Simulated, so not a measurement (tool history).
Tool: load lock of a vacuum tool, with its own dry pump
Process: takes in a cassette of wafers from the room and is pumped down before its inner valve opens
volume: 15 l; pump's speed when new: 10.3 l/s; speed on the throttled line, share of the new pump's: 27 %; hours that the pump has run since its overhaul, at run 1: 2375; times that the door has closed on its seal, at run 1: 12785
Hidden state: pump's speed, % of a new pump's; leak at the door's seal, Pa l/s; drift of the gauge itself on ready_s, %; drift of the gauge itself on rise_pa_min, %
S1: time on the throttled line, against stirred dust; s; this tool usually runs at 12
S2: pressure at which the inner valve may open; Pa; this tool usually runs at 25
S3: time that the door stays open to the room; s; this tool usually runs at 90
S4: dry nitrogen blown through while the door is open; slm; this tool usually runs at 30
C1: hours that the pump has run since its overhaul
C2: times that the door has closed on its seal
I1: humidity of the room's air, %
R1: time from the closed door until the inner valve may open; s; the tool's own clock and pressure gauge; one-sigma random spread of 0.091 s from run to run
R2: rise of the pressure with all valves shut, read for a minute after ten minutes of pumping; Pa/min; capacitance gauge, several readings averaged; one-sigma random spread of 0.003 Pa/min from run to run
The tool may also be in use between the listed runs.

Run 1, hour 0.0: usual settings; C1 2375; C2 12785; I1 44.4. Result: R1 21.06 s, R2 0.105 Pa/min.
Run 2, hour 534.9: usual settings but S4 28 slm; C1 2910; C2 13674; I1 45.6. Result: R1 21.22 s, R2 0.117 Pa/min.
Run 3, hour 993.9: usual settings but S4 28 slm; C1 3369; C2 14437; I1 48.1. Result: R1 21.02 s, R2 0.121 Pa/min.
Run 4, hour 1307.5: usual settings but S4 28 slm; C1 3683; C2 14958; I1 42.2. Result: R1 20.92 s, R2 0.129 Pa/min.
Run 5, hour 1674.1: usual settings; C1 4049; C2 15567; I1 44.6. Result: R1 21.09 s, R2 0.125 Pa/min.
Run 6, hour 2146.4: usual settings but S4 15 slm; C1 4521; C2 16351; I1 41.1. Result: R1 21.23 s, R2 0.140 Pa/min.
Run 7, hour 2547.2: usual settings but S4 15 slm; C1 4922; C2 17017; I1 44.7. Result: R1 21.04 s, R2 0.150 Pa/min.
Run 8, hour 2873.1: usual settings but S4 15 slm; C1 5248; C2 17559; I1 42.6. Result: R1 21.16 s, R2 0.154 Pa/min.
Run 9, hour 3256.2: usual settings but S4 15 slm; C1 5631; C2 18195; I1 44.3. Result: R1 21.22 s, R2 0.154 Pa/min.
Run 10, hour 3635.4: usual settings; C1 6010; C2 18825; I1 46.3. Result: R1 21.17 s, R2 0.148 Pa/min.
Run 11, hour 4202.7: usual settings; C1 6578; C2 19767; I1 45.1. Result: R1 21.41 s, R2 0.150 Pa/min.
Run 12, hour 4673.2: usual settings but S3 208 s; C1 7048; C2 20549; I1 45.3. Result: R1 21.26 s, R2 0.179 Pa/min.
Run 13, hour 5061.4: usual settings but S1 18 s, S3 208 s; C1 7436; C2 21194; I1 46.9. Result: R1 25.62 s, R2 0.178 Pa/min.
Run 14, hour 5621.0: usual settings; C1 7996; C2 22124; I1 44.5. Result: R1 21.44 s, R2 0.175 Pa/min.
Run 15, hour 5903.2: usual settings but S4 8 slm; C1 8278; C2 22592; I1 44.2. Result: R1 21.54 s, R2 0.206 Pa/min.
Run 16, hour 6297.3: usual settings but S4 45 slm; C1 8672; C2 23247; I1 40.9. Result: R1 21.44 s, R2 0.166 Pa/min.
Run 17, hour 6684.7: usual settings; C1 9060; C2 23891; I1 44.7. Result: R1 21.32 s, R2 0.180 Pa/min.
Run 18, hour 6992.8: usual settings; C1 9368; C2 24403; I1 45.0. Result: R1 21.32 s, R2 0.190 Pa/min.
Run 19, hour 7227.2: usual settings but S2 48 Pa, S3 45 s; C1 9602; C2 24792; I1 44.0. Result: R1 20.39 s, R2 0.178 Pa/min.
Run 20, hour 7724.8: usual settings but S2 48 Pa, S3 45 s; C1 10100; C2 25619; I1 45.4. Result: R1 20.54 s, R2 0.191 Pa/min.
Run 21, hour 8134.6: usual settings but S3 139 s, S4 16 slm; C1 10510; C2 26299; I1 44.3. Result: R1 21.49 s, R2 0.232 Pa/min.
Run 22, hour 8366.3: usual settings but S1 21 s, S2 21 Pa; C1 10741; C2 26684; I1 44.2. Result: R1 28.25 s, R2 0.204 Pa/min.
Run 23, hour 8625.9: usual settings but S2 40 Pa; C1 11001; C2 27116; I1 45.6. Result: R1 20.90 s, R2 0.212 Pa/min.
Run 24, hour 9104.2: usual settings but S1 9 s, S2 26 Pa, S3 59 s, S4 4 slm; C1 11479; C2 27910; I1 43.0. Result: R1 19.60 s, R2 0.239 Pa/min.
Run 25, hour 9585.6: usual settings but S1 9 s, S2 26 Pa, S3 59 s, S4 4 slm; C1 11961; C2 28710; I1 45.0. Result: R1 19.54 s, R2 0.246 Pa/min.
Run 26, hour 9829.1: usual settings but S1 9 s, S2 49 Pa, S3 109 s, S4 15 slm; C1 12204; C2 29114; I1 43.8. Result: R1 18.56 s, R2 0.256 Pa/min.
Run 27, hour 10367.4: usual settings but S1 19 s, S2 32 Pa, S3 58 s, S4 4 slm; C1 12742; C2 30009; I1 45.8. Result: R1 26.28 s, R2 0.263 Pa/min.
Run 28, hour 10839.1: usual settings but S3 163 s; C1 13214; C2 30792; I1 44.4. Result: R1 21.65 s, R2 0.248 Pa/min.
Run 29, hour 11365.1: usual settings but S1 8 s, S2 26 Pa; C1 13740; C2 31666; I1 46.4. Result: R1 19.09 s, R2 0.250 Pa/min.
Run 30, hour 11634.2: usual settings but S1 8 s, S2 26 Pa; C1 14009; C2 32113; I1 42.3. Result: R1 18.99 s, R2 0.250 Pa/min.
Run 31, hour 11913.5: usual settings but S4 8 slm; C1 14289; C2 32577; I1 44.9. Result: R1 21.96 s, R2 0.289 Pa/min.
Run 32, hour 12249.1: usual settings but S1 9 s, S4 8 slm; C1 14624; C2 33135; I1 43.7. Result: R1 19.83 s, R2 0.281 Pa/min.
Run 33, hour 12684.6: usual settings but S1 9 s, S4 8 slm; C1 15060; C2 33858; I1 45.2. Result: R1 19.80 s, R2 0.296 Pa/min.
Run 34, hour 13117.3: usual settings but S1 9 s, S4 8 slm; C1 15492; C2 34577; I1 43.6. Result: R1 19.87 s, R2 0.305 Pa/min.
Run 35, hour 13669.1: usual settings but S1 9 s, S2 22 Pa, S4 8 slm; C1 16044; C2 35494; I1 42.9. Result: R1 20.14 s, R2 0.312 Pa/min.
Run 36, hour 13922.4: usual settings but S1 9 s, S2 24 Pa, S4 8 slm; C1 16297; C2 35915; I1 44.2. Result: R1 20.17 s, R2 0.322 Pa/min.

Alternative continuations, all from the tool just after run 36; predict every row:
Run A, hour 14205.8: usual settings but S1 9 s, S2 24 Pa, S3 58 s, S4 8 slm; C1 16581; C2 36385; I1 44.9. Result: R1 ?, R2 ?.
Run B, hour 14205.8: usual settings but S1 18 s, S2 37 Pa, S4 14 slm; C1 16581; C2 36385; I1 43.4. Result: R1 ?, R2 ?.
Run C, hour 14205.8: usual settings but S1 17 s, S2 35 Pa; C1 16581; C2 36385; I1 45.1. Result: R1 ?, R2 ?.
Run D, hour 14205.8: usual settings but S1 7 s, S2 28 Pa, S3 40 s, S4 8 slm; C1 16581; C2 36385; I1 41.8. Result: R1 ?, R2 ?.
Run E, hour 14205.8: usual settings but S1 14 s, S3 147 s, S4 29 slm; C1 16581; C2 36385; I1 45.8. Result: R1 ?, R2 ?.

run     R1     R2
  A  20.14  0.321
  B  25.53  0.314
  C  24.88  0.303
  D  18.46  0.307
  E  23.50  0.315
Without the tool's hidden state the same runs would have given:
run     R1     R2
  A  18.85  0.072
  B  24.66  0.068
  C  23.95  0.055
  D  17.13  0.063
  E  22.38  0.068
